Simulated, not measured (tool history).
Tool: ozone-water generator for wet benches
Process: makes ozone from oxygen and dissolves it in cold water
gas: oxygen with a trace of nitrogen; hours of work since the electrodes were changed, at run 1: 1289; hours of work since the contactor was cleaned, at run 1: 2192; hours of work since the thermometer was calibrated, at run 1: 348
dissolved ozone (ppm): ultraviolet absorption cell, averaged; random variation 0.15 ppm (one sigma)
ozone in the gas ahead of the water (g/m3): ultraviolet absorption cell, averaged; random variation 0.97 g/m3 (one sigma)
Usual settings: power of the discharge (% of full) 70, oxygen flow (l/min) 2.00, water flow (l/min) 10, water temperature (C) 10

run	hour	power of the discharge (% of full)	oxygen flow (l/min)	water flow (l/min)	water temperature (C)	hours of work since the electrodes were changed	hours of work since the contactor was cleaned	hours of work since the thermometer was calibrated	dissolved ozone (ppm)	ozone in the gas ahead of the water (g/m3)
1	0.0	70	2.00	10	10	1289	2192	348	17.9	162.6
2	61.3	70	2.00	10	10	1332	2235	392	18.2	163.1
3	92.1	70	2.00	10	10	1354	2257	413	17.7	163.0
4	127.5	70	2.00	10	10	1379	2282	438	18.0	162.0
5	172.5	70	2.00	10	10	1411	2314	470	17.9	160.7
6	218.4	70	1.13	10	10	1443	2346	503	14.8	199.8
7	247.8	70	1.13	10	10	1464	2367	523	14.5	199.3
8	308.9	70	1.13	10	10	1507	2410	567	14.6	197.8
9	368.2	70	2.00	10	16	1549	2452	609	16.6	161.2
10	415.0	70	2.00	10	10	1582	2485	642	18.0	160.2
11	457.2	70	2.00	10	10	1612	2515	671	17.8	161.4
12	500.0	70	2.00	10	10	1642	2545	702	18.1	162.2
13	558.6	70	2.00	9	10	1683	2586	743	19.6	161.0
14	594.2	70	2.00	10	10	1709	2612	768	17.7	162.2
15	638.8	70	1.39	10	10	1740	2643	800	15.7	183.0
16	704.4	70	2.00	11	10	1786	2689	846	16.4	160.7
17	767.1	70	2.00	11	10	1831	2734	890	16.2	161.6
18	823.4	70	2.00	11	10	1871	2774	930	16.3	161.1
19	880.4	70	2.00	11	10	1911	2814	971	16.5	161.8
20	912.3	66	1.44	12	15	1933	2836	993	12.2	174.8
21	966.1	66	1.44	12	15	1971	2874	1031	12.4	172.2
22	1015.2	42	1.44	7	7	2006	2909	1066	16.7	132.3
23	1060.8	88	1.16	8	6	2038	2941	1098	21.4	222.8
24	1101.3	88	1.16	8	6	2067	2970	1127	21.3	224.6
# hour 1115.2: contactor cleaned
25	1142.6	88	1.16	13	6	2093	19	1153	13.1	222.2
26	1208.0	88	1.16	13	6	2140	66	1199	13.2	222.8
27	1244.6	48	2.32	10	10	2165	91	1225	15.0	119.9
28	1275.6	75	2.04	10	10	2187	113	1247	18.9	162.2
29	1307.4	69	2.04	16	10	2210	136	1269	11.5	154.0
30	1370.7	70	2.00	7	10	2255	181	1314	24.1	158.8
31	1415.4	70	2.00	7	10	2286	212	1346	24.4	158.5
32	1463.9	70	2.58	13	10	2320	246	1380	15.3	144.9

3 ways to go on from here, each from the tool as it stands after run 32. What would each give?
A	1521.2	70	2.00	9	10	2361	287	1421	?	?
B	1521.2	70	2.58	13	8	2361	287	1421	?	?
C	1521.2	44	2.90	13	15	2361	287	1421	?	?

run	dissolved ozone (ppm)	ozone in the gas ahead of the water (g/m3)
A	19.7	159.3
B	15.4	144.4
C	11.3	105.6
Without the tool's hidden state the same runs would have given:
run	dissolved ozone (ppm)	ozone in the gas ahead of the water (g/m3)
A	20.8	167.8
B	16.3	152.2
C	11.8	109.6

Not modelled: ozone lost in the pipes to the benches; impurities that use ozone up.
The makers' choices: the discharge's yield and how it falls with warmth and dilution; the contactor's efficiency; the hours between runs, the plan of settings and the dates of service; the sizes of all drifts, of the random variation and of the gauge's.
